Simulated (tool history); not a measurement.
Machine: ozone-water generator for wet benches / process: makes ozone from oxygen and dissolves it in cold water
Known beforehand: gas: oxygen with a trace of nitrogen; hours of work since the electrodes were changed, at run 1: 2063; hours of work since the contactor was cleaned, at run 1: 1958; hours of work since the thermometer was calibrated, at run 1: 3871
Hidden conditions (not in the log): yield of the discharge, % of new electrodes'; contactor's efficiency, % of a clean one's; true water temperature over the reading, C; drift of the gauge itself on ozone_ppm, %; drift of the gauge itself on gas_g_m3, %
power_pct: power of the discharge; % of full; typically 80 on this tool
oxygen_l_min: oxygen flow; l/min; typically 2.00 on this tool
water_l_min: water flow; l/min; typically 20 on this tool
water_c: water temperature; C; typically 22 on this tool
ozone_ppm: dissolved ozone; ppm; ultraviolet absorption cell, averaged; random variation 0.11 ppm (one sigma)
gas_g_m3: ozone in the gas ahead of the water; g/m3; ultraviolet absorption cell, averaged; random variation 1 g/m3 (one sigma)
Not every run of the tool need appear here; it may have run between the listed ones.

| run | hour | power_pct | oxygen_l_min | water_l_min | water_c | hours of work since the electrodes were changed | hours of work since the contactor was cleaned | hours of work since the thermometer was calibrated | ozone_ppm | gas_g_m3 |
|---|---|---|---|---|---|---|---|---|---|---|
| 1 | 0.0 | 80 | 2.00 | 20 | 22 | 2063 | 1958 | 3871 | 7.8 | 165.4 |
| 2 | 61.7 | 80 | 2.00 | 20 | 22 | 2109 | 2005 | 3918 | 7.9 | 166.7 |
| 3 | 117.5 | 80 | 2.00 | 20 | 22 | 2152 | 2047 | 3961 | 7.8 | 166.9 |
| 4 | 158.2 | 80 | 2.00 | 20 | 17 | 2183 | 2078 | 3992 | 8.0 | 164.7 |
| 5 | 200.6 | 80 | 2.00 | 20 | 17 | 2215 | 2110 | 4024 | 7.9 | 166.0 |
| 6 | 265.0 | 80 | 2.00 | 20 | 17 | 2264 | 2159 | 4073 | 8.1 | 164.2 |
| 7 | 320.5 | 80 | 2.00 | 20 | 17 | 2307 | 2202 | 4115 | 8.1 | 164.4 |
| 8 | 360.0 | 80 | 2.00 | 20 | 22 | 2337 | 2232 | 4145 | 7.5 | 164.1 |
| 9 | 401.9 | 80 | 2.00 | 20 | 22 | 2369 | 2264 | 4177 | 7.7 | 163.4 |
| 10 | 439.7 | 80 | 2.00 | 20 | 22 | 2397 | 2292 | 4206 | 7.7 | 163.7 |
| 11 | 478.4 | 80 | 2.00 | 20 | 22 | 2427 | 2322 | 4236 | 8.0 | 164.3 |
| 12 | 546.3 | 80 | 2.00 | 20 | 22 | 2479 | 2374 | 4287 | 7.7 | 164.2 |
| 13 | 601.7 | 80 | 2.00 | 20 | 22 | 2521 | 2416 | 4330 | 7.7 | 162.6 |
| 14 | 667.1 | 80 | 2.39 | 20 | 16 | 2571 | 2466 | 4379 | 8.1 | 146.0 |
| 15 | 701.0 | 80 | 3.52 | 20 | 19 | 2596 | 2491 | 4405 | 8.4 | 114.8 |
| 16 | 764.9 | 80 | 3.52 | 20 | 19 | 2645 | 2540 | 4454 | 8.4 | 113.6 |
| 17 | 801.0 | 80 | 3.52 | 20 | 19 | 2673 | 2568 | 4481 | 8.0 | 114.0 |
| 18 | 844.6 | 44 | 2.53 | 28 | 17 | 2706 | 2601 | 4515 | 3.9 | 95.8 |
| 19 | 896.2 | 80 | 2.00 | 30 | 16 | 2745 | 2640 | 4554 | 5.4 | 161.7 |
| 20 | 966.3 | 48 | 2.00 | 12 | 22 | 2798 | 2693 | 4607 | 8.5 | 117.5 |
| 21 | 1035.1 | 70 | 2.00 | 24 | 22 | 2851 | 2746 | 4660 | 5.8 | 146.7 |
| 22 | 1100.5 | 80 | 2.00 | 23 | 22 | 2901 | 2796 | 4709 | 6.6 | 160.5 |
| 23 | 1165.3 | 94 | 1.36 | 24 | 22 | 2950 | 2845 | 4759 | 6.4 | 226.5 |
| 24 | 1204.5 | 94 | 2.47 | 24 | 22 | 2980 | 2875 | 4789 | 7.2 | 155.5 |
| 25 | 1236.1 | 94 | 2.47 | 24 | 22 | 3004 | 2899 | 4813 | 7.1 | 156.3 |
| 26 | 1290.3 | 64 | 3.59 | 20 | 20 | 3045 | 2940 | 4854 | 6.8 | 95.2 |

Difference, measured minus no-hidden-state, one row per run. Run-to-run variation is common to both terms; the gauge's own scatter need not be:
| run | ozone_ppm | gas_g_m3 |
|---|---|---|
| 1 | -1.1 | -15.1 |
| 2 | -1.1 | -15.6 |
| 3 | -1.1 | -15.8 |
| 4 | -1.2 | -16.0 |
| 5 | -1.2 | -16.2 |
| 6 | -1.3 | -16.5 |
| 7 | -1.3 | -16.8 |
| 8 | -1.3 | -17.0 |
| 9 | -1.3 | -17.2 |
| 10 | -1.3 | -17.4 |
| 11 | -1.3 | -17.8 |
| 12 | -1.4 | -18.1 |
| 13 | -1.3 | -18.2 |
| 14 | -1.5 | -16.7 |
| 15 | -1.5 | -13.3 |
| 16 | -1.5 | -13.4 |
| 17 | -1.5 | -13.6 |
| 18 | -0.6 | -7.1 |
| 19 | -1.0 | -20.0 |
| 20 | -1.2 | -9.9 |
| 21 | -1.1 | -17.3 |
| 22 | -1.3 | -21.0 |
| 23 | -1.5 | -33.2 |
| 24 | -1.6 | -23.1 |
| 25 | -1.6 | -23.5 |
| 26 | -1.3 | -11.3 |
